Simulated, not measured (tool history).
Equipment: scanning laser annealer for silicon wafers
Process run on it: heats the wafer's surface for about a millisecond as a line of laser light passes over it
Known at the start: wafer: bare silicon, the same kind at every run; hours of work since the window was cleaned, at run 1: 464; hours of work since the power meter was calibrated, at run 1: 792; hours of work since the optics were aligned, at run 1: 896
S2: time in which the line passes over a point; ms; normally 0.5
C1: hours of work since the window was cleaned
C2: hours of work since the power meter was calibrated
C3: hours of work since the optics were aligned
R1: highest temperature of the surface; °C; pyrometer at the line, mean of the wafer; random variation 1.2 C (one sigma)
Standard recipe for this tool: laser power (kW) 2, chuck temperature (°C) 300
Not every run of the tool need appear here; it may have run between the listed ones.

run 1 hour=0 | laser_power_(kW)=2 S2=0.5 chuck_temperature_(°C)=300 | C1=464 C2=792 C3=896 | R1=989
run 2 hour=42.6 | laser_power_(kW)=2 S2=0.5 chuck_temperature_(°C)=300 | C1=484 C2=812 C3=917 | R1=991
run 3 hour=76.9 | laser_power_(kW)=2 S2=0.5 chuck_temperature_(°C)=300 | C1=501 C2=829 C3=934 | R1=991
run 4 hour=99.1 | laser_power_(kW)=2 S2=0.5 chuck_temperature_(°C)=300 | C1=511 C2=840 C3=944 | R1=991
-- hour=109.8 optics aligned, line set to its width
run 5 hour=146.4 | laser_power_(kW)=2.029 S2=0.5 chuck_temperature_(°C)=300 | C1=532 C2=860 C3=18 | R1=1006
run 6 hour=186.2 | laser_power_(kW)=2 S2=0.5 chuck_temperature_(°C)=300 | C1=551 C2=879 C3=37 | R1=994
run 7 hour=211.2 | laser_power_(kW)=2 S2=0.5 chuck_temperature_(°C)=300 | C1=563 C2=892 C3=49 | R1=993
-- hour=225.7 window over the wafer cleaned
run 8 hour=250.1 | laser_power_(kW)=2 S2=0.5 chuck_temperature_(°C)=300 | C1=12 C2=909 C3=67 | R1=1013
run 9 hour=301.5 | laser_power_(kW)=2 S2=0.5 chuck_temperature_(°C)=300 | C1=37 C2=934 C3=92 | R1=1013
run 10 hour=330.7 | laser_power_(kW)=2 S2=0.5 chuck_temperature_(°C)=300 | C1=51 C2=948 C3=106 | R1=1013
run 11 hour=379.5 | laser_power_(kW)=2 S2=0.5 chuck_temperature_(°C)=331 | C1=74 C2=972 C3=130 | R1=1041
run 12 hour=432.8 | laser_power_(kW)=2 S2=0.5 chuck_temperature_(°C)=300 | C1=100 C2=998 C3=155 | R1=1009
run 13 hour=456.5 | laser_power_(kW)=2 S2=0.5 chuck_temperature_(°C)=300 | C1=112 C2=1009 C3=167 | R1=1013
run 14 hour=500.5 | laser_power_(kW)=2 S2=0.5 chuck_temperature_(°C)=300 | C1=133 C2=1031 C3=188 | R1=1012
run 15 hour=533.6 | laser_power_(kW)=2 S2=0.5 chuck_temperature_(°C)=300 | C1=149 C2=1047 C3=204 | R1=1008
run 16 hour=555.9 | laser_power_(kW)=2 S2=0.5 chuck_temperature_(°C)=300 | C1=160 C2=1057 C3=215 | R1=1009
run 17 hour=584.2 | laser_power_(kW)=2 S2=0.5 chuck_temperature_(°C)=300 | C1=173 C2=1071 C3=228 | R1=1006
run 18 hour=620.4 | laser_power_(kW)=1.701 S2=0.5 chuck_temperature_(°C)=300 | C1=191 C2=1089 C3=246 | R1=897
run 19 hour=647.8 | laser_power_(kW)=1.701 S2=0.5 chuck_temperature_(°C)=300 | C1=204 C2=1102 C3=259 | R1=893
run 20 hour=697.8 | laser_power_(kW)=2.194 S2=0.481 chuck_temperature_(°C)=265 | C1=228 C2=1126 C3=283 | R1=1027
run 21 hour=719.9 | laser_power_(kW)=2 S2=0.5 chuck_temperature_(°C)=261 | C1=239 C2=1137 C3=294 | R1=963
run 22 hour=771.1 | laser_power_(kW)=1.716 S2=0.5 chuck_temperature_(°C)=339 | C1=264 C2=1161 C3=319 | R1=939
run 23 hour=811.7 | laser_power_(kW)=1.716 S2=0.5 chuck_temperature_(°C)=339 | C1=283 C2=1181 C3=339 | R1=935

The next listed run, before its measurement:
run 24 hour=843.3 | laser_power_(kW)=2.159 S2=0.599 chuck_temperature_(°C)=299 | C1=299 C2=1196 C3=354 | R1=?

{"run 24": {"R1": 1126}}
Minus the tool's unlogged condition, the same run would have read R1 1142 °C.
